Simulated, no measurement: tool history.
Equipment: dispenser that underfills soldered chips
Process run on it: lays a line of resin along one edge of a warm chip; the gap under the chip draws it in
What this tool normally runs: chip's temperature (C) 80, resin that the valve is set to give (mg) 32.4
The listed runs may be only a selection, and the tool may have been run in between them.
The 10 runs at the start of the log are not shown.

| run | hour | chip's temperature (C) | resin that the valve is set to give (mg) | hours of work since the syringe was changed | hours of work since the valve was cleaned | hours of work since the stage was calibrated | time until the resin shows at the far edge (s) | resin that the valve gave (mg) |
|---|---|---|---|---|---|---|---|---|
| 11 | 31.1 | 76 | 32.4 | 3 | 75 | 130 | 31.6 | 30.08 |
| 12 | 33.4 | 80 | 32.4 | 4 | 77 | 131 | 31.3 | 30.21 |
|  | 35.1 | new syringe of resin |
| 13 | 35.6 | 80 | 32.4 | 0 | 78 | 133 | 22.8 | 29.97 |
| 14 | 37.5 | 80 | 32.4 | 2 | 79 | 134 | 25.2 | 30.16 |
| 15 | 41.7 | 80 | 27.5 | 5 | 82 | 137 | 33.1 | 25.57 |
|  | 43.2 | new syringe of resin |
| 16 | 46.4 | 80 | 27.9 | 2 | 85 | 140 | 26.8 | 25.78 |
| 17 | 50.3 | 68 | 27.9 | 5 | 88 | 143 | 49.7 | 25.59 |
|  | 51.3 | new syringe of resin |
| 18 | 54.6 | 68 | 27.9 | 2 | 91 | 145 | 40.2 | 25.74 |
| 19 | 58.6 | 73 | 35.1 | 5 | 94 | 148 | 40.3 | 32.36 |
|  | 59.4 | new syringe of resin |
| 20 | 61.2 | 79 | 29 | 1 | 95 | 150 | 26.2 | 26.59 |
| 21 | 64.3 | 72 | 40.6 | 3 | 97 | 152 | 35.8 | 37.1 |
|  | 67.5 | new syringe of resin |
| 22 | 69 | 68 | 32.4 | 1 | 100 | 155 | 35.3 | 29.58 |
| 23 | 72 | 89 | 37 | 3 | 102 | 157 | 21.5 | 33.55 |
| 24 | 74.2 | 88 | 31.7 | 5 | 104 | 159 | 24.4 | 28.79 |
|  | 75.7 | new syringe of resin |
| 25 | 77.6 | 70 | 28.4 | 1 | 106 | 161 | 35.5 | 25.6 |
| 26 | 81.9 | 80 | 38.9 | 4 | 109 | 164 | 28.7 | 34.88 |
|  | 83.8 | new syringe of resin |
| 27 | 85.9 | 89 | 29.8 | 1 | 112 | 166 | 19.7 | 26.83 |
| 28 | 90 | 76 | 35.6 | 4 | 114 | 169 | 34.5 | 31.9 |
|  | 91.9 | new syringe of resin |
| 29 | 93.4 | 86 | 38.5 | 1 | 117 | 171 | 19.4 | 34.32 |
| 30 | 96.7 | 86 | 34.8 | 3 | 119 | 174 | 23.7 | 30.9 |
|  | 99.4 | dispensing valve cleaned and set on the balance |
|  | 101 | new syringe of resin |
| 31 | 101.4 | 67 | 33.2 | 0 | 1 | 176 | 31.7 | 33.18 |
| 32 | 104.3 | 76 | 28.3 | 2 | 3 | 178 | 29.3 | 27.94 |
| 33 | 108.5 | 91 | 35.4 | 5 | 6 | 181 | 22.4 | 34.94 |
|  | 109 | new syringe of resin |
| 34 | 111.1 | 91 | 35.4 | 1 | 8 | 182 | 16.8 | 35.26 |
| 35 | 114.4 | 91 | 35.4 | 4 | 10 | 185 | 19.9 | 35.05 |

Consider 4 possible next runs. They are alternatives, not a sequence: every one starts from the tool as it was left by run 35. What does each give?
| A | 116.4 | 91 | 37.6 | 5 | 11 | 186 | ? | ? |
| B | 116.4 | 75 | 32.4 | 5 | 11 | 186 | ? | ? |
| C | 116.4 | 86 | 32.4 | 5 | 11 | 186 | ? | ? |
| D | 116.4 | 85 | 37.8 | 5 | 11 | 186 | ? | ? |

| run | time until the resin shows at the far edge (s) | resin that the valve gave (mg) |
|---|---|---|
| A | 22.1 | 37.14 |
| B | 36.6 | 32.04 |
| C | 25.7 | 31.96 |
| D | 27.3 | 37.45 |
With the hidden condition removed and each run's random variation left untouched, the same runs would have given:
| run | time until the resin shows at the far edge (s) | resin that the valve gave (mg) |
|---|---|---|
| A | 15.9 | 37.59 |
| B | 26.5 | 32.44 |
| C | 18.4 | 32.36 |
| D | 19.8 | 37.91 |
